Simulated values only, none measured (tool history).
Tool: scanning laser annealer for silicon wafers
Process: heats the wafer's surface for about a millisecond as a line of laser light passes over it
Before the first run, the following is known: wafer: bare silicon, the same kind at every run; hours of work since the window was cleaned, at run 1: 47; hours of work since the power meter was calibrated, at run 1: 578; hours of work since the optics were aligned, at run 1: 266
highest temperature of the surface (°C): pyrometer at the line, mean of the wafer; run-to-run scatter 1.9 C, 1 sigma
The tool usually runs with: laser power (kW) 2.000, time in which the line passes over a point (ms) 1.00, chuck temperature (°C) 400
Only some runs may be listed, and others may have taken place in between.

| run | hour | laser power (kW) | time in which the line passes over a point (ms) | chuck temperature (°C) | hours of work since the window was cleaned | hours of work since the power meter was calibrated | hours of work since the optics were aligned | highest temperature of the surface (°C) |
|---|---|---|---|---|---|---|---|---|
| 1 | 0.0 | 2.000 | 1.00 | 400 | 47 | 578 | 266 | 1129 |
| 2 | 24.9 | 2.000 | 1.00 | 400 | 57 | 589 | 277 | 1126 |
| 3 | 58.3 | 1.736 | 1.00 | 400 | 70 | 602 | 290 | 1011 |
| 4 | 91.7 | 1.736 | 1.00 | 400 | 84 | 616 | 304 | 1011 |
| 5 | 112.0 | 2.000 | 1.00 | 400 | 92 | 624 | 312 | 1130 |
| 6 | 138.7 | 2.000 | 1.00 | 400 | 103 | 635 | 323 | 1125 |
| 7 | 170.4 | 2.000 | 1.00 | 400 | 116 | 648 | 336 | 1126 |
| 8 | 204.4 | 1.996 | 1.00 | 400 | 130 | 662 | 350 | 1125 |
| 9 | 218.9 | 1.765 | 0.97 | 400 | 136 | 668 | 356 | 1011 |
| 10 | 236.2 | 1.909 | 0.88 | 426 | 143 | 675 | 363 | 1067 |
|  | 242.9 | optics aligned, line set to its width |
| 11 | 271.7 | 2.000 | 1.00 | 426 | 156 | 688 | 12 | 1147 |
| 12 | 286.5 | 2.152 | 1.00 | 426 | 162 | 694 | 18 | 1211 |
| 13 | 318.9 | 2.165 | 1.05 | 384 | 175 | 707 | 31 | 1197 |
| 14 | 339.5 | 1.703 | 1.00 | 400 | 183 | 715 | 40 | 993 |
| 15 | 356.1 | 1.755 | 0.85 | 410 | 190 | 722 | 46 | 970 |
| 16 | 391.0 | 1.755 | 0.85 | 410 | 205 | 736 | 61 | 969 |

How the hidden state differs across the entries between the runs, from the last listed run before each to the first after it:
Logged between run 10 and run 11: optics aligned, line set to its width (hour 242.9)
  light that passes the window, % of a clean one's: 99.09 -> 99.03; laser's true power over the reading, %: -0.48 -> -0.49; width of the line over the set one, %: 1.2 -> 1.45
  what was measured, less what the result would be without the hidden state, highest temperature of the surface (°C): -16 -> -20
